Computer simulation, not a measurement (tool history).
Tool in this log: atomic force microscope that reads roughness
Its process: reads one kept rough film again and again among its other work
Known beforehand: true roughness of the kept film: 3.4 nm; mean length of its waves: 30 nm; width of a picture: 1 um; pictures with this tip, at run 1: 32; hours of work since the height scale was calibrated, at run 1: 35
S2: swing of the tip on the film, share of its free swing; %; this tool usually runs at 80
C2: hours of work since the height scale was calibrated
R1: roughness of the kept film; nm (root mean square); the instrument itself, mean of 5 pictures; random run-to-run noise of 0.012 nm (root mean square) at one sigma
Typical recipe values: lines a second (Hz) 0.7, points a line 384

{"run": 1, "hour": 0.0, "lines a second (Hz)": 0.7, "S2": 80, "points a line": 384, "pictures with this tip": 32, "C2": 35, "R1": 2.741}
{"run": 2, "hour": 8.9, "lines a second (Hz)": 0.7, "S2": 80, "points a line": 384, "pictures with this tip": 38, "C2": 38, "R1": 2.743}
{"run": 3, "hour": 21.5, "lines a second (Hz)": 0.7, "S2": 80, "points a line": 384, "pictures with this tip": 47, "C2": 44, "R1": 2.727}
{"run": 4, "hour": 30.2, "lines a second (Hz)": 0.7, "S2": 80, "points a line": 384, "pictures with this tip": 53, "C2": 47, "R1": 2.681}
{"run": 5, "hour": 39.3, "lines a second (Hz)": 0.7, "S2": 80, "points a line": 405, "pictures with this tip": 60, "C2": 51, "R1": 2.667}
{"run": 6, "hour": 49.0, "lines a second (Hz)": 0.7, "S2": 80, "points a line": 405, "pictures with this tip": 67, "C2": 55, "R1": 2.662}
{"run": 7, "hour": 65.6, "lines a second (Hz)": 0.7, "S2": 80, "points a line": 405, "pictures with this tip": 78, "C2": 62, "R1": 2.624}
{"run": 8, "hour": 81.6, "lines a second (Hz)": 0.7, "S2": 80, "points a line": 384, "pictures with this tip": 90, "C2": 68, "R1": 2.614}
{"run": 9, "hour": 92.3, "lines a second (Hz)": 0.7, "S2": 80, "points a line": 384, "pictures with this tip": 97, "C2": 73, "R1": 2.574}
{"run": 10, "hour": 100.4, "lines a second (Hz)": 0.7, "S2": 80, "points a line": 384, "pictures with this tip": 103, "C2": 76, "R1": 2.54}
{"run": 11, "hour": 114.1, "lines a second (Hz)": 0.6, "S2": 67, "points a line": 754, "pictures with this tip": 113, "C2": 82, "R1": 2.615}
{"run": 12, "hour": 130.6, "lines a second (Hz)": 3.035, "S2": 71, "points a line": 564, "pictures with this tip": 125, "C2": 89, "R1": 2.428}
{"run": 13, "hour": 143.0, "lines a second (Hz)": 3.035, "S2": 71, "points a line": 564, "pictures with this tip": 133, "C2": 94, "R1": 2.416}
{"run": 14, "hour": 151.7, "lines a second (Hz)": 3.529, "S2": 60, "points a line": 380, "pictures with this tip": 139, "C2": 97, "R1": 2.472}
{"run": 15, "hour": 163.1, "lines a second (Hz)": 0.789, "S2": 80, "points a line": 306, "pictures with this tip": 148, "C2": 102, "R1": 2.464}
{"run": 16, "hour": 173.2, "lines a second (Hz)": 0.789, "S2": 77, "points a line": 709, "pictures with this tip": 155, "C2": 106, "R1": 2.47}
{"run": 17, "hour": 189.9, "lines a second (Hz)": 2.087, "S2": 86, "points a line": 970, "pictures with this tip": 167, "C2": 113, "R1": 2.262}
{"run": 18, "hour": 200.4, "lines a second (Hz)": 0.821, "S2": 80, "points a line": 384, "pictures with this tip": 174, "C2": 117, "R1": 2.419}
{"run": 19, "hour": 211.8, "lines a second (Hz)": 0.821, "S2": 80, "points a line": 384, "pictures with this tip": 182, "C2": 122, "R1": 2.405}

What would each run have given without the hidden state, its run-to-run variation left as it was?
Hidden state at play: radius of the tip, nm; height scale over the true one, %; drift of the gauge itself on roughness_nm, %.
run=1 R1=2.853
run=2 R1=2.871
run=3 R1=2.876
run=4 R1=2.845
run=5 R1=2.85
run=6 R1=2.86
run=7 R1=2.848
run=8 R1=2.865
run=9 R1=2.839
run=10 R1=2.816
run=11 R1=2.922
run=12 R1=2.74
run=13 R1=2.744
run=14 R1=2.822
run=15 R1=2.834
run=16 R1=2.858
run=17 R1=2.643
run=18 R1=2.842
run=19 R1=2.843
